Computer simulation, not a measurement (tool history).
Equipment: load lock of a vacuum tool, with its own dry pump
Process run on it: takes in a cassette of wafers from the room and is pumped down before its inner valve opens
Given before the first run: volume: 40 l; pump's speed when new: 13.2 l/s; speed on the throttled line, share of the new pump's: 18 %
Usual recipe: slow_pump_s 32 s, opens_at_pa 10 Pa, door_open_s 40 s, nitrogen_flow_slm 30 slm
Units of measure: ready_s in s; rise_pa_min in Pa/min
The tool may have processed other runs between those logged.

run	hour	slow_pump_s	opens_at_pa	door_open_s	nitrogen_flow_slm	incoming humidity of the room's air, %	ready_s	rise_pa_min
1	0.0	32	10	40	30	43.1	57.3	0.030
2	180.6	32	10	109	30	46.9	56.7	0.067
3	339.5	32	10	40	30	49.9	56.7	0.037
4	569.0	34	10	40	30	45.4	58.5	0.032
5	816.3	34	10	40	30	46.7	57.7	0.036
6	941.0	34	10	40	30	49.2	59.2	0.036
7	1101.7	32	10	144	30	45.2	56.5	0.068
8	1214.7	32	10	144	30	44.1	56.8	0.073
9	1409.5	32	10	144	30	39.6	57.8	0.068
10	1569.9	32	10	40	30	42.3	57.6	0.042
11	1722.3	32	13	40	30	41.2	56.7	0.040
12	1881.8	32	13	40	30	47.9	57.2	0.045
13	2010.7	32	13	40	30	44.2	56.6	0.047
14	2266.0	32	10	40	30	46.8	58.4	0.046
15	2459.8	32	10	40	30	43.9	57.0	0.052
16	2566.6	32	10	40	30	48.8	57.8	0.058
17	2796.3	32	10	40	30	47.5	57.9	0.058
18	2922.3	32	10	40	30	43.6	57.5	0.054
19	3166.0	18	10	40	30	43.7	46.4	0.057
20	3305.8	18	10	40	30	42.9	46.9	0.062
21	3561.6	18	10	40	30	45.9	46.3	0.066
22	3695.2	32	14	52	30	45.9	57.0	0.072
23	3921.6	53	7	52	30	43.3	76.1	0.070
24	4171.6	31	13	144	10	46.1	56.5	0.132
25	4315.6	32	17	40	6	46.6	56.6	0.086
26	4544.4	32	17	40	6	46.2	56.6	0.095
27	4782.7	32	12	34	31	46.0	58.1	0.077
28	4931.4	24	12	43	27	44.0	51.2	0.085
29	5175.0	24	12	27	9	41.3	51.7	0.095
30	5300.9	32	10	40	14	47.6	58.9	0.107
31	5523.9	28	17	225	34	47.0	54.1	0.143
32	5738.0	31	10	40	41	45.5	58.0	0.093
33	5966.5	49	10	40	4	46.2	72.4	0.117
34	6125.8	20	10	170	30	45.5	50.4	0.153
35	6277.3	20	10	170	30	46.1	49.2	0.153
36	6471.5	20	10	170	30	43.2	50.1	0.157

Some steps in ready_s, run to run, broken into two amounts with sign: the step expected even without the hidden condition (settings, incoming material, random variation), and the rest, left for the hidden condition together with whatever gauge scatter is not in both the measured and the hidden-condition-free result:
What the log doesn't record here: pump's speed, % of a new pump's; leak at the door's seal, Pa l/s; drift of the gauge itself on ready_s, %; drift of the gauge itself on rise_pa_min, %.
Run 18 -> 19: slow_pump_s 32 -> 18. ready_s -11.1 s: hidden state +0.5, all else -11.6.
Run 22 -> 23: slow_pump_s 32 -> 53, opens_at_pa 14 -> 7. ready_s +19.1 s: hidden state -0.3, all else +19.4.
Run 23 -> 24: slow_pump_s 53 -> 31, opens_at_pa 7 -> 13, door_open_s 52 -> 144, nitrogen_flow_slm 30 -> 10. ready_s -19.6 s: hidden state +0.4, all else -20.0.
Run 32 -> 33: slow_pump_s 31 -> 49, nitrogen_flow_slm 41 -> 4. ready_s +14.4 s: hidden state -0.5, all else +14.9.
Run 33 -> 34: slow_pump_s 49 -> 20, door_open_s 40 -> 170, nitrogen_flow_slm 4 -> 30. ready_s -22.0 s: hidden state +1.2, all else -23.2.

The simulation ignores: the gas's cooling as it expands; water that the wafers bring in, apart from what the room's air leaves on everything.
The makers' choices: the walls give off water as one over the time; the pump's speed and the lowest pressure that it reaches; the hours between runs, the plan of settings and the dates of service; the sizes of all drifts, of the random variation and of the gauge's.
